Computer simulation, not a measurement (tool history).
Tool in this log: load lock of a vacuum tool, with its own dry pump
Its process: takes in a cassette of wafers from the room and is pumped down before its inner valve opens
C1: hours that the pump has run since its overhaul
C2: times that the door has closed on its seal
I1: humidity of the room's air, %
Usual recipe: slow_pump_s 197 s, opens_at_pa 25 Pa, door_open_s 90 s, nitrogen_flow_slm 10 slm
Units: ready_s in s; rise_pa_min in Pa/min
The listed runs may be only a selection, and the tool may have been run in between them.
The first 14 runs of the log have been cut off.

run 15 day=77.238 | slow_pump_s=197 opens_at_pa=20 door_open_s=90 nitrogen_flow_slm=10 | C1=2830 C2=15394 | I1=46.5 | ready_s=295.7 rise_pa_min=0.165
run 16 day=84.188 | slow_pump_s=197 opens_at_pa=20 door_open_s=90 nitrogen_flow_slm=10 | C1=2997 C2=15755 | I1=44.5 | ready_s=295.5 rise_pa_min=0.168
run 17 day=88.375 | slow_pump_s=197 opens_at_pa=20 door_open_s=90 nitrogen_flow_slm=10 | C1=3097 C2=15973 | I1=45.4 | ready_s=293.5 rise_pa_min=0.171
run 18 day=95.362 | slow_pump_s=197 opens_at_pa=20 door_open_s=90 nitrogen_flow_slm=10 | C1=3265 C2=16336 | I1=47.9 | ready_s=292.1 rise_pa_min=0.177
run 19 day=101.754 | slow_pump_s=197 opens_at_pa=20 door_open_s=90 nitrogen_flow_slm=10 | C1=3418 C2=16668 | I1=44.3 | ready_s=296.3 rise_pa_min=0.181
run 20 day=106.471 | slow_pump_s=197 opens_at_pa=20 door_open_s=90 nitrogen_flow_slm=10 | C1=3532 C2=16913 | I1=43.4 | ready_s=295.2 rise_pa_min=0.188
run 21 day=110.325 | slow_pump_s=230 opens_at_pa=25 door_open_s=42 nitrogen_flow_slm=10 | C1=3624 C2=17113 | I1=42.4 | ready_s=319.5 rise_pa_min=0.175
run 22 day=115.692 | slow_pump_s=230 opens_at_pa=25 door_open_s=219 nitrogen_flow_slm=10 | C1=3753 C2=17392 | I1=47.0 | ready_s=319.3 rise_pa_min=0.226
run 23 day=120.350 | slow_pump_s=304 opens_at_pa=19 door_open_s=90 nitrogen_flow_slm=7 | C1=3865 C2=17634 | I1=43.1 | ready_s=387.3 rise_pa_min=0.203
run 24 day=125.333 | slow_pump_s=304 opens_at_pa=19 door_open_s=90 nitrogen_flow_slm=7 | C1=3984 C2=17893 | I1=44.9 | ready_s=390.5 rise_pa_min=0.212
run 25 day=131.396 | slow_pump_s=363 opens_at_pa=32 door_open_s=114 nitrogen_flow_slm=34 | C1=4130 C2=18207 | I1=46.1 | ready_s=425.9 rise_pa_min=0.189
run 26 day=136.417 | slow_pump_s=245 opens_at_pa=44 door_open_s=201 nitrogen_flow_slm=4 | C1=4250 C2=18468 | I1=42.9 | ready_s=324.7 rise_pa_min=0.267
run 27 day=144.233 | slow_pump_s=229 opens_at_pa=44 door_open_s=201 nitrogen_flow_slm=4 | C1=4438 C2=18874 | I1=43.5 | ready_s=307.0 rise_pa_min=0.274
run 28 day=149.162 | slow_pump_s=121 opens_at_pa=31 door_open_s=186 nitrogen_flow_slm=10 | C1=4556 C2=19130 | I1=43.7 | ready_s=224.7 rise_pa_min=0.240
run 29 day=155.875 | slow_pump_s=121 opens_at_pa=31 door_open_s=186 nitrogen_flow_slm=10 | C1=4717 C2=19479 | I1=42.7 | ready_s=229.1 rise_pa_min=0.242
run 30 day=159.671 | slow_pump_s=132 opens_at_pa=31 door_open_s=186 nitrogen_flow_slm=10 | C1=4808 C2=19676 | I1=46.6 | ready_s=238.4 rise_pa_min=0.254
run 31 day=166.575 | slow_pump_s=132 opens_at_pa=31 door_open_s=186 nitrogen_flow_slm=10 | C1=4974 C2=20035 | I1=43.3 | ready_s=234.9 rise_pa_min=0.260
-- day=169.288 door's seal changed, seat wiped
run 32 day=171.567 | slow_pump_s=155 opens_at_pa=25 door_open_s=90 nitrogen_flow_slm=16 | C1=5092 C2=119 | I1=47.4 | ready_s=261.8 rise_pa_min=0.026
run 33 day=176.488 | slow_pump_s=333 opens_at_pa=25 door_open_s=141 nitrogen_flow_slm=16 | C1=5211 C2=374 | I1=44.1 | ready_s=410.4 rise_pa_min=0.033
run 34 day=182.596 | slow_pump_s=333 opens_at_pa=25 door_open_s=141 nitrogen_flow_slm=16 | C1=5357 C2=692 | I1=45.1 | ready_s=411.2 rise_pa_min=0.038
run 35 day=186.392 | slow_pump_s=240 opens_at_pa=28 door_open_s=217 nitrogen_flow_slm=34 | C1=5448 C2=889 | I1=42.5 | ready_s=331.5 rise_pa_min=0.031
run 36 day=190.071 | slow_pump_s=197 opens_at_pa=43 door_open_s=90 nitrogen_flow_slm=23 | C1=5537 C2=1080 | I1=47.2 | ready_s=287.6 rise_pa_min=0.018

Consider 3 possible next runs. They are alternatives, not a sequence: every one starts from the tool as it was left by run 36. What does each give?
run A day=196.679 | slow_pump_s=197 opens_at_pa=25 door_open_s=90 nitrogen_flow_slm=10 | C1=5695 C2=1423 | I1=43.3 | ready_s=? rise_pa_min=?
run B day=196.679 | slow_pump_s=197 opens_at_pa=24 door_open_s=156 nitrogen_flow_slm=10 | C1=5695 C2=1423 | I1=45.2 | ready_s=? rise_pa_min=?
run C day=196.679 | slow_pump_s=197 opens_at_pa=25 door_open_s=90 nitrogen_flow_slm=23 | C1=5695 C2=1423 | I1=44.1 | ready_s=? rise_pa_min=?

run=A ready_s=295.8 rise_pa_min=0.043
run=B ready_s=296.8 rise_pa_min=0.058
run=C ready_s=303.2 rise_pa_min=0.026
Without the tool's hidden state the same runs would have given:
run=A ready_s=281.5 rise_pa_min=0.038
run=B ready_s=282.4 rise_pa_min=0.053
run=C ready_s=288.5 rise_pa_min=0.022

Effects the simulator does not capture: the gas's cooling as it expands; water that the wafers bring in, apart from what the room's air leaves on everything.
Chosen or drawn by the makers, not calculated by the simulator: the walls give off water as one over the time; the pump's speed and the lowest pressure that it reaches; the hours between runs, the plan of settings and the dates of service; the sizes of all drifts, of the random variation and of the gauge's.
